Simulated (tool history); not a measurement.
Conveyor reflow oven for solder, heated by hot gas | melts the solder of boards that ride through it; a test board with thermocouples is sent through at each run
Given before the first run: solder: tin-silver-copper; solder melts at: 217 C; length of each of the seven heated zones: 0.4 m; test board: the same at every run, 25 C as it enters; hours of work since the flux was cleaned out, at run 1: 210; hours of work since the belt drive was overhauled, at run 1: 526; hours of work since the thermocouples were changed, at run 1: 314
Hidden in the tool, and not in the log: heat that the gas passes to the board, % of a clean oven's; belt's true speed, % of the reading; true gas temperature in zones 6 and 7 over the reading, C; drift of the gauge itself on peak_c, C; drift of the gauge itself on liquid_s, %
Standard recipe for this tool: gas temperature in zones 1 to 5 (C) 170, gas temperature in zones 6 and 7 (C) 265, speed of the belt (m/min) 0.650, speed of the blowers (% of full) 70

run	hour	gas temperature in zones 1 to 5 (C)	gas temperature in zones 6 and 7 (C)	speed of the belt (m/min)	speed of the blowers (% of full)	hours of work since the flux was cleaned out	hours of work since the belt drive was overhauled	hours of work since the thermocouples were changed	highest temperature of the board (C)	time above the solder's melting point (s)
1	0.0	170	265	0.650	70	210	526	314	247.9	51.1
2	58.5	170	265	0.650	82	236	552	340	249.8	52.7
3	117.9	170	265	0.650	82	262	578	366	249.7	53.1
4	180.0	170	265	0.650	82	289	606	394	250.0	52.6
5	233.0	170	265	0.650	70	313	629	417	248.0	50.9
# hour 253.4: flux residue cleaned out of gas plates and filters
6	274.4	170	265	0.650	70	9	645	433	249.2	52.1
7	306.4	170	265	0.650	70	23	660	447	249.1	52.5
8	339.9	170	264	0.650	70	38	674	462	248.2	51.2
9	410.8	170	264	0.650	70	70	706	494	248.5	51.5
10	472.1	170	264	0.650	70	97	733	521	248.0	51.3
11	540.2	170	264	0.650	70	127	763	551	247.8	51.6
12	608.7	170	265	0.650	70	157	794	581	248.8	51.7
13	647.4	159	265	0.650	70	175	811	598	246.7	47.4
14	702.3	170	265	0.650	70	199	835	623	248.9	52.2
15	764.0	170	265	0.650	70	226	862	650	248.3	51.9
16	801.3	170	265	0.650	70	243	879	667	248.9	51.7
17	850.6	170	265	0.650	70	265	901	688	248.6	52.0
18	887.5	182	265	0.650	52	281	917	705	247.8	54.6
19	926.0	182	265	0.650	52	298	934	722	247.7	54.8
# hour 977.1: flux residue cleaned out of gas plates and filters
20	988.5	182	265	0.650	52	5	960	747	248.4	56.0
21	1020.6	184	254	0.760	58	19	974	762	236.1	36.6
22	1088.6	170	265	0.553	70	49	1004	792	254.5	68.6
# hour 1125.7: thermocouples of zones 6 and 7 changed
23	1146.3	170	258	0.565	70	74	1029	9	246.5	60.0
24	1187.2	170	258	0.565	70	92	1047	27	246.4	59.9
25	1249.2	163	270	0.683	78	120	1074	55	251.2	49.3
26	1314.1	163	270	0.683	78	148	1103	83	251.3	48.7
27	1377.0	163	277	0.771	78	176	1131	111	252.3	43.7
28	1442.2	170	265	0.721	78	205	1160	140	246.1	44.8
29	1509.7	185	265	0.698	56	235	1190	170	246.6	51.2
30	1553.4	158	261	0.766	53	254	1209	190	231.9	23.6
31	1599.7	183	270	0.650	65	275	1230	210	254.1	61.2
32	1639.6	183	270	0.650	65	293	1247	228	254.3	61.4

What differs in the tool's unlogged condition from the final listed run ahead of each entry between runs to the first listed run following it?
Run 5 -> run 6: flux residue cleaned out of gas plates and filters (hour 253.4)
  heat that the gas passes to the board, % of a clean oven's: 94.8 -> 99.6; belt's true speed, % of the reading: 98.69 -> 98.65; true gas temperature in zones 6 and 7 over the reading, C: 0.37 -> 0.4
  measured result minus the result with no hidden state, highest temperature of the board (C): -0.5 -> +0.7; time above the solder's melting point (s): +0.1 -> +1.3
Run 19 -> run 20: flux residue cleaned out of gas plates and filters (hour 977.1)
  heat that the gas passes to the board, % of a clean oven's: 94.9 -> 99.9; belt's true speed, % of the reading: 98.05 -> 97.99; true gas temperature in zones 6 and 7 over the reading, C: 0.79 -> 0.82
  measured result minus the result with no hidden state, highest temperature of the board (C): +0.4 -> +1.4; time above the solder's melting point (s): +1.2 -> +2.3
Run 22 -> run 23: thermocouples of zones 6 and 7 changed (hour 1125.7)
  heat that the gas passes to the board, % of a clean oven's: 99.1 -> 98.7; belt's true speed, % of the reading: 97.9 -> 97.84; true gas temperature in zones 6 and 7 over the reading, C: 0.88 -> -0.29
  measured result minus the result with no hidden state, highest temperature of the board (C): +1.2 -> +0.0; time above the solder's melting point (s): +2.4 -> +1.5

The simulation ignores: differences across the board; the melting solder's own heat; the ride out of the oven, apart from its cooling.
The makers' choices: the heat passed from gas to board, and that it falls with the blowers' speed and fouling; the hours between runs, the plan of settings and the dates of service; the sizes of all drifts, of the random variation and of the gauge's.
